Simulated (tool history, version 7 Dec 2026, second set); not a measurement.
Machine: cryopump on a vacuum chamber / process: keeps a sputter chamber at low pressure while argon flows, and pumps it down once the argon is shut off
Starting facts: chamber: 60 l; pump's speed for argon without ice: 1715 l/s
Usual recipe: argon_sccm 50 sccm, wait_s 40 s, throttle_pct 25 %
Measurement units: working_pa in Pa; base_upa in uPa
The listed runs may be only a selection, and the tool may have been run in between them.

run	day	argon_sccm	wait_s	throttle_pct	working_pa	base_upa
1	0	50	40	25	0.1981	2.16
2	0.65	50	40	25	0.1991	2.08
3	1.204	50	40	25	0.1977	2.11
4	1.538	50	40	25	0.1988	2.07
5	2.196	50	40	25	0.1991	2.04
6	2.517	50	40	25	0.199	2.16
7	3.183	50	40	31	0.1603	2.11
8	3.654	51	40	31	0.1655	2.1
9	3.983	51	40	31	0.1652	2.23
10	4.446	50	74	45	0.1117	1.61
11	5.075	27	25	42	0.0651	2.87
12	5.471	50	74	34	0.1495	1.61

Branching from run 12: 3 alternative next runs. What would each branch give?
A	5.883	50	64	34	?	?
B	5.883	32	95	54	?	?
C	5.883	37	96	28	?	?

run	working_pa	base_upa
A	0.1496	1.8
B	0.0613	1.48
C	0.1333	1.48
With the hidden condition removed and each run's random variation left untouched, the same runs would have given:
run	working_pa	base_upa
A	0.1458	0.98
B	0.0588	0.69
C	0.1304	0.69
